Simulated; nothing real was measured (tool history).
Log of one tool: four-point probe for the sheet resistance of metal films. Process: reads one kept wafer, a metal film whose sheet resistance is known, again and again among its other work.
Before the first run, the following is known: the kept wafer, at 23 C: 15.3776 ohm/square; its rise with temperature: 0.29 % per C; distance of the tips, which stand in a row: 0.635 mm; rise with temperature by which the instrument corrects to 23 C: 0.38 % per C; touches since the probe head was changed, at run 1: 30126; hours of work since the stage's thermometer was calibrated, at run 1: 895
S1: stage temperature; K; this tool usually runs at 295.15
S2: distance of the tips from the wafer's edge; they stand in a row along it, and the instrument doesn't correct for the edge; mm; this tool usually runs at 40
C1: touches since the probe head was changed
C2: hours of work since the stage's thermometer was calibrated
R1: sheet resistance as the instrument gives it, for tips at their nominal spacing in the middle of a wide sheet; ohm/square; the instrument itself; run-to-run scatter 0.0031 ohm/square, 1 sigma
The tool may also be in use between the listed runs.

Run 1, hour 0.0: usual settings; C1 30126; C2 895. Result: R1 15.362498 ohm/square.
Run 2, hour 20.9: usual settings; C1 30949; C2 905. Result: R1 15.362178 ohm/square.
Run 3, hour 32.8: usual settings but S2 56 mm; C1 31420; C2 911. Result: R1 15.363064 ohm/square.
Run 4, hour 52.9: usual settings but S1 305.15 K; C1 32211; C2 920. Result: R1 15.213332 ohm/square.
Run 5, hour 62.6: usual settings but S1 305.15 K; C1 32596; C2 925. Result: R1 15.218537 ohm/square.
Run 6, hour 75.7: usual settings; C1 33112; C2 931. Result: R1 15.357385 ohm/square.
Run 7, hour 87.5: usual settings; C1 33580; C2 937. Result: R1 15.357886 ohm/square.
Run 8, hour 106.9: usual settings but S2 43 mm; C1 34345; C2 947. Result: R1 15.360738 ohm/square.
Run 9, hour 124.0: usual settings but S2 43 mm; C1 35019; C2 955. Result: R1 15.350148 ohm/square.
Run 10, hour 139.5: usual settings; C1 35629; C2 962. Result: R1 15.355851 ohm/square.
Run 11, hour 155.4: usual settings; C1 36257; C2 970. Result: R1 15.357539 ohm/square.
Run 12, hour 172.9: usual settings; C1 36946; C2 979. Result: R1 15.347131 ohm/square.
Run 13, hour 182.2: usual settings; C1 37316; C2 983. Result: R1 15.357876 ohm/square.
Run 14, hour 193.9: usual settings; C1 37774; C2 989. Result: R1 15.354254 ohm/square.
Run 15, hour 203.4: usual settings but S1 300.15 K; C1 38152; C2 993. Result: R1 15.284064 ohm/square.
Run 16, hour 221.5: usual settings but S1 300.15 K; C1 38865; C2 1002. Result: R1 15.280675 ohm/square.
Run 17, hour 236.5: usual settings but S1 302.15 K, S2 44 mm; C1 39456; C2 1010. Result: R1 15.251109 ohm/square.
Run 18, hour 255.5: usual settings but S1 301.15 K, S2 36 mm; C1 40207; C2 1019. Result: R1 15.262635 ohm/square.
Run 19, hour 273.0: usual settings but S1 301.15 K, S2 36 mm; C1 40898; C2 1027. Result: R1 15.261257 ohm/square.
Run 20, hour 285.9: usual settings but S1 301.15 K, S2 36 mm; C1 41407; C2 1034. Result: R1 15.263087 ohm/square.
Run 21, hour 302.5: usual settings but S1 301.15 K, S2 36 mm; C1 42062; C2 1042. Result: R1 15.264696 ohm/square.
Run 22, hour 314.8: usual settings but S2 14 mm; C1 42547; C2 1048. Result: R1 15.358692 ohm/square.
Run 23, hour 328.2: usual settings but S2 14 mm; C1 43074; C2 1054. Result: R1 15.363716 ohm/square.
Run 24, hour 338.5: usual settings but S2 10 mm; C1 43482; C2 1059. Result: R1 15.377824 ohm/square.
Run 25, hour 359.0: usual settings but S1 296.15 K, S2 59 mm; C1 44290; C2 1069. Result: R1 15.330715 ohm/square.

Each row is a separate what-if for the run after 25, all from the same tool condition, not one after another. Results?
Run A, hour 373.4: usual settings but S1 296.15 K, S2 28 mm; C1 44857; C2 1076. Result: R1 ?.
Run B, hour 373.4: usual settings but S2 43 mm; C1 44857; C2 1076. Result: R1 ?.
Run C, hour 373.4: usual settings but S1 297.15 K, S2 17 mm; C1 44857; C2 1076. Result: R1 ?.
Run D, hour 373.4: usual settings but S1 304.15 K, S2 11 mm; C1 44857; C2 1076. Result: R1 ?.
Run E, hour 373.4: usual settings but S2 4 mm; C1 44857; C2 1076. Result: R1 ?.

run         R1
  A  15.333784
  B  15.346296
  C  15.331555
  D  15.237173
  E  15.552781
Stripped of hidden state, with their random variation kept, the same runs would have yielded:
run         R1
  A  15.381096
  B  15.393683
  C  15.378823
  D  15.283907
  E  15.600769
